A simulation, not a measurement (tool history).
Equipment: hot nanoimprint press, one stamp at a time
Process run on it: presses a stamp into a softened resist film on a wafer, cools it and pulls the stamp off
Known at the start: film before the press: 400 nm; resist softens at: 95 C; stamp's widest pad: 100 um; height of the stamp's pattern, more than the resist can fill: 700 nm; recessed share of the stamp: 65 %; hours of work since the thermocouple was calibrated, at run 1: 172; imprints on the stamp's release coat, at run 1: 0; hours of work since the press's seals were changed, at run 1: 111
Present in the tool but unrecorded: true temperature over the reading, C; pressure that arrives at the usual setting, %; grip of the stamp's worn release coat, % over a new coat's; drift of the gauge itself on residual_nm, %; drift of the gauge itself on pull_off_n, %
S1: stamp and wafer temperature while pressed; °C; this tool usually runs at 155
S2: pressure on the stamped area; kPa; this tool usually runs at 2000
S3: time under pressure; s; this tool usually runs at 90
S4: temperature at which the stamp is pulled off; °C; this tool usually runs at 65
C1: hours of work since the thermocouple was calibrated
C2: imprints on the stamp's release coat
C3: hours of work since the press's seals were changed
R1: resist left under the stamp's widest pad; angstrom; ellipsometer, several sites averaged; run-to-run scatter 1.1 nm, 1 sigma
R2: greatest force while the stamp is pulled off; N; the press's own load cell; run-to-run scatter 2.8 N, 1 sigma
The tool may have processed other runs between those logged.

Run 1, hour 0: usual settings; C1 172; C2 0; C3 111. Result: R1 1560 angstrom, R2 130 N.
Run 2, hour 48.7: usual settings but S1 149 °C; C1 205; C2 186; C3 144. Result: R1 1963 angstrom, R2 130 N.
Run 3, hour 117.3: usual settings but S1 149 °C; C1 252; C2 448; C3 191. Result: R1 1927 angstrom, R2 133 N.
Run 4, hour 155.7: usual settings but S1 149 °C; C1 278; C2 594; C3 217. Result: R1 1969 angstrom, R2 136 N.
Run 5, hour 234.2: usual settings but S1 149 °C; C1 332; C2 893; C3 270. Result: R1 1971 angstrom, R2 131 N.
Run 6, hour 309.7: usual settings but S1 149 °C; C1 383; C2 1181; C3 322. Result: R1 1936 angstrom, R2 133 N.
At hour 366.4: stamp cleaned and given a new release coat.
Run 7, hour 373.5: usual settings; C1 422; C2 28; C3 361. Result: R1 1555 angstrom, R2 132 N.
Run 8, hour 440.3: usual settings; C1 468; C2 283; C3 407. Result: R1 1549 angstrom, R2 134 N.
Run 9, hour 504.5: usual settings but S1 159 °C; C1 512; C2 527; C3 451. Result: R1 1342 angstrom, R2 132 N.
Run 10, hour 576.7: usual settings but S1 159 °C; C1 561; C2 802; C3 500. Result: R1 1338 angstrom, R2 129 N.
At hour 608.1: plate thermocouple calibrated.
Run 11, hour 633.9: usual settings but S1 159 °C; C1 18; C2 1009; C3 537. Result: R1 1338 angstrom, R2 135 N.
Run 12, hour 680.9: usual settings but S1 165 °C; C1 50; C2 1188; C3 569. Result: R1 1071 angstrom, R2 132 N.
Run 13, hour 721.4: usual settings; C1 77; C2 1343; C3 597. Result: R1 1551 angstrom, R2 128 N.
At hour 735.1: stamp cleaned and given a new release coat.
At hour 757.6: press's hydraulic seals changed and the load cell set to zero.
Run 14, hour 823.3: usual settings but S4 53 °C; C1 137; C2 306; C3 45. Result: R1 1550 angstrom, R2 174 N.
Run 15, hour 871.3: usual settings but S4 53 °C; C1 170; C2 489; C3 78. Result: R1 1556 angstrom, R2 170 N.
Run 16, hour 923.7: usual settings but S3 46 s, S4 56 °C; C1 206; C2 689; C3 113. Result: R1 1953 angstrom, R2 156 N.
Run 17, hour 962.8: usual settings but S3 46 s, S4 56 °C; C1 232; C2 838; C3 140. Result: R1 1949 angstrom, R2 161 N.
Run 18, hour 1016.5: usual settings but S1 158 °C, S2 2220 kPa, S3 72 s; C1 269; C2 1043; C3 177. Result: R1 1425 angstrom, R2 135 N.
Run 19, hour 1074.6: usual settings but S1 158 °C, S2 2220 kPa, S3 72 s; C1 309; C2 1264; C3 216. Result: R1 1430 angstrom, R2 130 N.
At hour 1112.1: stamp cleaned and given a new release coat.
Run 20, hour 1120.2: usual settings but S2 1780 kPa, S4 57 °C; C1 336; C2 31; C3 243. Result: R1 1657 angstrom, R2 155 N.
Run 21, hour 1205.3: usual settings but S2 1780 kPa, S4 57 °C; C1 394; C2 356; C3 301. Result: R1 1637 angstrom, R2 159 N.
Run 22, hour 1267.1: usual settings but S2 1780 kPa, S4 57 °C; C1 436; C2 591; C3 344. Result: R1 1651 angstrom, R2 153 N.
Run 23, hour 1318.4: usual settings but S1 147 °C, S2 1330 kPa, S4 57 °C; C1 471; C2 787; C3 379. Result: R1 2530 angstrom, R2 161 N.
Run 24, hour 1357.9: usual settings but S1 147 °C, S2 1330 kPa, S4 57 °C; C1 498; C2 937; C3 405. Result: R1 2550 angstrom, R2 160 N.
Run 25, hour 1451.6: usual settings but S1 147 °C, S2 1330 kPa, S4 57 °C; C1 562; C2 1295; C3 469. Result: R1 2555 angstrom, R2 156 N.
At hour 1480.3: stamp cleaned and given a new release coat.
At hour 1490.8: plate thermocouple calibrated.
Run 26, hour 1530.9: usual settings but S1 153 °C, S2 2610 kPa, S3 74 s, S4 73 °C; C1 27; C2 182; C3 517. Result: R1 1572 angstrom, R2 107 N.
Run 27, hour 1577.4: usual settings but S1 153 °C, S2 1530 kPa, S3 74 s, S4 67 °C; C1 59; C2 359; C3 549. Result: R1 2068 angstrom, R2 127 N.
Run 28, hour 1638.8: usual settings but S1 162 °C, S4 73 °C; C1 101; C2 593; C3 591. Result: R1 1189 angstrom, R2 108 N.
At hour 1680.7: press's hydraulic seals changed and the load cell set to zero.
Run 29, hour 1727.3: usual settings but S1 154 °C, S2 3170 kPa, S3 153 s, S4 73 °C; C1 156; C2 900; C3 32. Result: R1 1031 angstrom, R2 105 N.

Here are 4 independent what-if runs from the current tool condition. What would each one return?
Run A, hour 1797: usual settings but S1 154 °C, S2 2710 kPa, S3 137 s, S4 62 °C; C1 203; C2 1166; C3 79. Result: R1 ?, R2 ?.
Run B, hour 1797: usual settings but S1 154 °C, S2 3170 kPa, S3 57 s, S4 69 °C; C1 203; C2 1166; C3 79. Result: R1 ?, R2 ?.
Run C, hour 1797: usual settings but S1 154 °C, S2 1540 kPa, S3 153 s, S4 73 °C; C1 203; C2 1166; C3 79. Result: R1 ?, R2 ?.
Run D, hour 1797: usual settings but S2 3190 kPa, S4 56 °C; C1 203; C2 1166; C3 79. Result: R1 ?, R2 ?.

run    R1   R2
  A  1165  143
  B  1461  122
  C  1551  109
  D  1194  170
What these runs would have given with no unlogged condition in the tool:
run    R1   R2
  A  1166  142
  B  1461  122
  C  1552  108
  D  1194  169

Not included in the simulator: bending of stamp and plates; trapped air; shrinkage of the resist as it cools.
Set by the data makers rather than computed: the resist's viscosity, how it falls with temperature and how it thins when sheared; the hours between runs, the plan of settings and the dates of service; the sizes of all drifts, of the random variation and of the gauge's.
